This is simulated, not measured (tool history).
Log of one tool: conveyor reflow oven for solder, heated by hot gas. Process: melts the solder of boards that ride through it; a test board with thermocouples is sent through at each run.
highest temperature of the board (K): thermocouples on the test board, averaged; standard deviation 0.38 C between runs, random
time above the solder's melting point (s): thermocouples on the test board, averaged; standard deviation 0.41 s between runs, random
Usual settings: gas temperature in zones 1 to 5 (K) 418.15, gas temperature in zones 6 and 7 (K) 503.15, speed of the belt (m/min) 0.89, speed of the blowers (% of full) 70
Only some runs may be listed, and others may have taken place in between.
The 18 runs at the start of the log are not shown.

run	hour	gas temperature in zones 1 to 5 (K)	gas temperature in zones 6 and 7 (K)	speed of the belt (m/min)	speed of the blowers (% of full)	hours of work since the flux was cleaned out	hours of work since the belt drive was overhauled	hours of work since the thermocouples were changed	highest temperature of the board (K)	time above the solder's melting point (s)
19	168.6	415.15	508.15	1.028	60	159	371	575	474.75	20.7
20	178.1	415.15	508.15	1.028	60	165	377	581	474.45	20.8
21	190.7	407.15	508.15	1.028	60	173	385	589	473.05	17.3
22	203.8	418.15	494.15	0.89	53	182	394	598	468.75	18.7
23	213.1	418.15	512.15	0.891	70	188	400	604	489.75	35.6
24	222.5	418.15	512.15	0.891	70	194	406	610	489.55	35.3
25	233.7	418.15	512.15	0.891	70	201	413	617	490.15	35.8
26	242.8	428.15	514.15	0.891	66	207	419	623	491.45	40
27	252	419.15	510.15	0.737	81	213	425	629	498.15	49.3
28	265.4	418.15	503.15	0.715	65	222	434	638	488.25	45.1
29	274.7	418.15	501.15	0.715	77	228	440	644	489.45	46.3
30	280.4	418.15	503.15	0.935	70	232	444	648	480.85	28.7
31	290.7	420.15	492.15	0.729	89	238	450	654	484.35	44.1
32	300.1	407.15	507.15	1.013	55	245	457	660	468.85	14.6

3 ways to go on from here, each from the tool as it stands after run 32. What would each give?
A	313.7	412.15	503.15	0.89	59	254	465	669	?	?
B	313.7	418.15	500.15	0.89	70	254	465	669	?	?
C	313.7	407.15	507.15	0.842	54	254	465	669	?	?

run	highest temperature of the board (K)	time above the solder's melting point (s)
A	475.85	24.6
B	480.15	29.8
C	478.25	26.6
What these runs would have given with no unlogged condition in the tool:
run	highest temperature of the board (K)	time above the solder's melting point (s)
A	475.65	24.3
B	479.85	29.5
C	477.85	26.1
